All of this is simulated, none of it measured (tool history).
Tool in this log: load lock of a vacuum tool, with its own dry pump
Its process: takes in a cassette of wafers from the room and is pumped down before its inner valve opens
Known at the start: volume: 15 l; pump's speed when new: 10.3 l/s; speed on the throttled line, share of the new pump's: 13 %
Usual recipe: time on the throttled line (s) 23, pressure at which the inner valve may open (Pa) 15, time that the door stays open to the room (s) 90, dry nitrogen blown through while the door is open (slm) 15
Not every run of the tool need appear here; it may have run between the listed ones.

run	hour	time on the throttled line (s)	pressure at which the inner valve may open (Pa)	time that the door stays open to the room (s)	dry nitrogen blown through while the door is open (slm)	incoming humidity of the room's air, %	time from the closed door until the inner valve may open (s)	rise of the pressure with all valves shut (Pa/min)
1	0.0	23	15	90	15	45.3	34.7	0.092
2	132.9	23	15	90	15	44.3	34.3	0.093
3	193.9	23	15	90	15	44.1	34.5	0.098
4	265.7	23	15	90	15	44.2	34.0	0.097
5	386.9	23	15	90	15	47.2	35.1	0.109
6	501.1	23	14	90	15	47.8	34.2	0.106
7	632.4	23	14	90	15	40.7	34.2	0.104
8	701.1	23	15	90	21	47.5	34.2	0.103
9	847.6	23	15	90	15	47.6	34.9	0.105
10	939.7	23	15	90	15	46.6	34.1	0.106
11	1068.0	23	15	90	15	47.5	34.5	0.114
12	1204.1	23	15	175	15	47.6	34.4	0.145
13	1320.4	23	11	175	15	45.1	35.6	0.134
14	1397.5	23	11	175	15	48.9	35.6	0.144
15	1477.1	23	15	90	16	43.2	34.6	0.114
16	1560.7	23	15	90	16	46.0	35.1	0.116
17	1704.2	23	15	90	16	49.5	34.6	0.119
18	1818.8	23	15	90	16	47.3	34.5	0.123
19	1944.1	23	15	90	16	44.8	35.3	0.125
20	2048.7	33	15	29	15	47.2	43.2	0.110
21	2128.3	23	22	39	32	47.6	34.7	0.105
22	2223.6	23	22	157	15	45.1	34.5	0.151
23	2346.0	23	22	157	15	42.4	34.4	0.150
24	2445.4	23	22	157	15	48.1	34.9	0.157
25	2566.4	16	14	97	15	45.6	29.3	0.138
26	2708.1	14	14	97	9	44.5	27.4	0.148
27	2797.6	14	14	97	9	44.7	27.3	0.151
28	2942.7	14	14	97	9	45.9	27.8	0.154
29	3082.9	37	14	97	40	44.2	47.5	0.136
30	3194.9	37	14	97	40	45.7	47.6	0.134
31	3291.5	37	14	97	40	45.3	46.8	0.139
32	3417.7	13	11	219	15	47.9	26.9	0.194
33	3548.4	13	15	90	36	41.4	26.9	0.141
34	3638.7	13	15	73	5	42.1	26.5	0.165
35	3716.2	32	15	73	32	44.9	42.3	0.150
36	3807.5	32	15	73	32	47.2	43.4	0.152
# hour 3846.0: dry pump taken out, an overhauled one fitted
37	3938.2	32	15	73	32	43.3	41.5	0.156

Run by run, hidden condition taken away, random variation retained:
Hidden conditions of the tool in this case: pump's speed, % of a new pump's; leak at the door's seal, Pa l/s; drift of the gauge itself on ready_s, %; drift of the gauge itself on rise_pa_min, %.
run	time from the closed door until the inner valve may open (s)	rise of the pressure with all valves shut (Pa/min)
1	33.5	0.043
2	33.0	0.042
3	33.2	0.046
4	32.7	0.045
5	33.8	0.054
6	32.8	0.049
7	32.9	0.045
8	32.8	0.044
9	33.5	0.045
10	32.7	0.043
11	33.0	0.048
12	32.8	0.075
13	34.0	0.065
14	33.9	0.072
15	32.9	0.041
16	33.4	0.043
17	32.9	0.043
18	32.8	0.044
19	33.5	0.043
20	41.6	0.027
21	33.0	0.021
22	32.7	0.066
23	32.7	0.061
24	33.1	0.067
25	27.2	0.048
26	25.1	0.053
27	25.0	0.056
28	25.5	0.055
29	45.8	0.034
30	45.8	0.030
31	45.0	0.033
32	24.4	0.085
33	24.4	0.029
34	23.9	0.050
35	40.3	0.034
36	41.3	0.034
37	41.5	0.035

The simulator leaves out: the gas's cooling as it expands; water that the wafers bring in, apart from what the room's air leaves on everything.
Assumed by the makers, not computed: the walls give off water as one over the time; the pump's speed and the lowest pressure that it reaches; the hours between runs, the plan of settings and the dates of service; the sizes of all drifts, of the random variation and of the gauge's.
